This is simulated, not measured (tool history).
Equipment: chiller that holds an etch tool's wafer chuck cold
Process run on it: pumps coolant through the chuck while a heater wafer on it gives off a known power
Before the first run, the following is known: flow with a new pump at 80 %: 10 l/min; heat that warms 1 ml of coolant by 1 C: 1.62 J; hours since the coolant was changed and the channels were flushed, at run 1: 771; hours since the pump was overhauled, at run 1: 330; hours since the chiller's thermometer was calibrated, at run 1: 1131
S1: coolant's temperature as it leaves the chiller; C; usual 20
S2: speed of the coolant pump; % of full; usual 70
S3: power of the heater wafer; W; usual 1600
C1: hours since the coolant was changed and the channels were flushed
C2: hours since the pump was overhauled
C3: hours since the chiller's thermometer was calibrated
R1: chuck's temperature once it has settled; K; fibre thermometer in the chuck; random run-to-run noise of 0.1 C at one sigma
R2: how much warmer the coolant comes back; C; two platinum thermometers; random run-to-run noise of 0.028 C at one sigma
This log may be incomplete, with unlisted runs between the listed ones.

run 1 day=0.000 | S1=20 S2=70 S3=1600 | C1=771 C2=330 C3=1131 | R1=312.55 R2=6.78
run 2 day=1.050 | S1=15 S2=70 S3=1600 | C1=796 C2=355 C3=1156 | R1=307.55 R2=6.86
run 3 day=2.012 | S1=20 S2=70 S3=883 | C1=819 C2=378 C3=1179 | R1=303.75 R2=3.76
run 4 day=2.854 | S1=20 S2=70 S3=883 | C1=839 C2=398 C3=1199 | R1=303.85 R2=3.79
run 5 day=4.079 | S1=20 S2=70 S3=1600 | C1=869 C2=428 C3=1229 | R1=312.45 R2=6.84
run 6 day=5.088 | S1=20 S2=70 S3=1600 | C1=893 C2=452 C3=1253 | R1=312.85 R2=6.84
run 7 day=6.104 | S1=20 S2=70 S3=1086 | C1=917 C2=476 C3=1277 | R1=306.25 R2=4.64
run 8 day=7.300 | S1=20 S2=70 S3=2035 | C1=946 C2=505 C3=1306 | R1=317.95 R2=8.71
run 9 day=7.929 | S1=20 S2=70 S3=2035 | C1=961 C2=520 C3=1321 | R1=317.85 R2=8.76
run 10 day=8.946 | S1=20 S2=70 S3=2035 | C1=986 C2=544 C3=1346 | R1=318.05 R2=8.72
run 11 day=9.562 | S1=20 S2=76 S3=1530 | C1=1000 C2=559 C3=1360 | R1=310.95 R2=6.00
run 12 day=10.142 | S1=12 S2=87 S3=1187 | C1=1014 C2=573 C3=1374 | R1=297.55 R2=4.04
run 13 day=10.925 | S1=18 S2=71 S3=1394 | C1=1033 C2=592 C3=1393 | R1=308.15 R2=5.84
run 14 day=11.425 | S1=22 S2=82 S3=1600 | C1=1045 C2=604 C3=1405 | R1=312.75 R2=5.81
run 15 day=12.125 | S1=20 S2=70 S3=916 | C1=1062 C2=621 C3=1422 | R1=304.45 R2=3.89
run 16 day=12.688 | S1=25 S2=60 S3=1600 | C1=1075 C2=634 C3=1435 | R1=319.55 R2=8.02
run 17 day=13.871 | S1=19 S2=79 S3=1256 | C1=1104 C2=663 C3=1464 | R1=306.25 R2=4.73
run 18 day=15.112 | S1=14 S2=89 S3=1600 | C1=1134 C2=692 C3=1494 | R1=303.85 R2=5.27
run 19 day=16.288 | S1=20 S2=70 S3=1600 | C1=1162 C2=721 C3=1522 | R1=312.55 R2=6.81

4 options for the next run, each taken on its own from the tool as it stands now. Forecast them:
run A day=16.988 | S1=23 S2=82 S3=1091 | C1=1179 C2=737 C3=1539 | R1=? R2=?
run B day=16.988 | S1=20 S2=70 S3=2333 | C1=1179 C2=737 C3=1539 | R1=? R2=?
run C day=16.988 | S1=11 S2=70 S3=1690 | C1=1179 C2=737 C3=1539 | R1=? R2=?
run D day=16.988 | S1=19 S2=68 S3=1348 | C1=1179 C2=737 C3=1539 | R1=? R2=?

run=A R1=308.05 R2=3.96
run=B R1=321.45 R2=9.95
run=C R1=304.45 R2=7.18
run=D R1=308.75 R2=5.93
Take away the tool's hidden state, keep each run's random variation, and the runs would have read:
run=A R1=308.05 R2=3.96
run=B R1=321.45 R2=9.95
run=C R1=304.45 R2=7.18
run=D R1=308.75 R2=5.93
